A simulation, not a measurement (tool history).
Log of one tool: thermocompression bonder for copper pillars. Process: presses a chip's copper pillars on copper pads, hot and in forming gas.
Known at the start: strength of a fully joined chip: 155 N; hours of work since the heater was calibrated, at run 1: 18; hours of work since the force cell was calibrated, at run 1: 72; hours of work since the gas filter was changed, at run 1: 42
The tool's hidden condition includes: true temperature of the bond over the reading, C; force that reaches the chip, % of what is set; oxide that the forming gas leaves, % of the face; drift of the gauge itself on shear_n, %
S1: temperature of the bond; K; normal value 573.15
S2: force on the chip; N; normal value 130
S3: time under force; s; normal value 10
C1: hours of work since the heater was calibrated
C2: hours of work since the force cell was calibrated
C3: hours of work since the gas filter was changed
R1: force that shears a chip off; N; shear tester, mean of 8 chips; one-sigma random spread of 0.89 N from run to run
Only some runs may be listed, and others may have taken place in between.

run	hour	S1	S2	S3	C1	C2	C3	R1
1	0	573.15	130	10	18	72	42	74.2
2	5.2	573.15	130	10	21	76	45	74
3	10.2	573.15	130	10	24	79	48	73.4
4	15.8	551.15	130	10	28	82	52	55.1
5	19.9	551.15	130	10	30	85	54	55.1
6	26.4	551.15	130	10	35	89	59	53.8
7	30.5	573.15	130	6	37	92	61	59.9
8	38.4	573.15	158	10	42	97	66	81.2
# hour 41.2: heater calibrated with a thermocouple chip
9	47.2	573.15	158	10	4	101	71	80.9
10	52.3	547.15	158	10	7	105	74	55.9
11	60.8	576.15	130	14	13	110	79	84.9
# hour 67.2: heater calibrated with a thermocouple chip, once more
12	68.8	573.15	95	7	1	114	83	53.4
13	77.2	559.15	176	13	6	119	89	75.3
14	85.8	559.15	180	9	12	125	94	66.6
15	92.5	559.15	180	9	16	129	98	68.1

Consider 5 possible next runs. They are alternatives, not a sequence: every one starts from the tool as it was left by run 15. What does each give?
A	100	573.15	95	10	21	134	103	?
B	100	602.15	180	9	21	134	103	?
C	100	555.15	78	20	21	134	103	?
D	100	574.15	82	25	21	134	103	?
E	100	589.15	154	10	21	134	103	?

run	R1
A	62.2
B	106.4
C	58.3
D	80.4
E	92.3
Stripped of hidden state, with their random variation kept, the same runs would have yielded:
run	R1
A	63.8
B	109.3
C	59.7
D	82.4
E	94.6
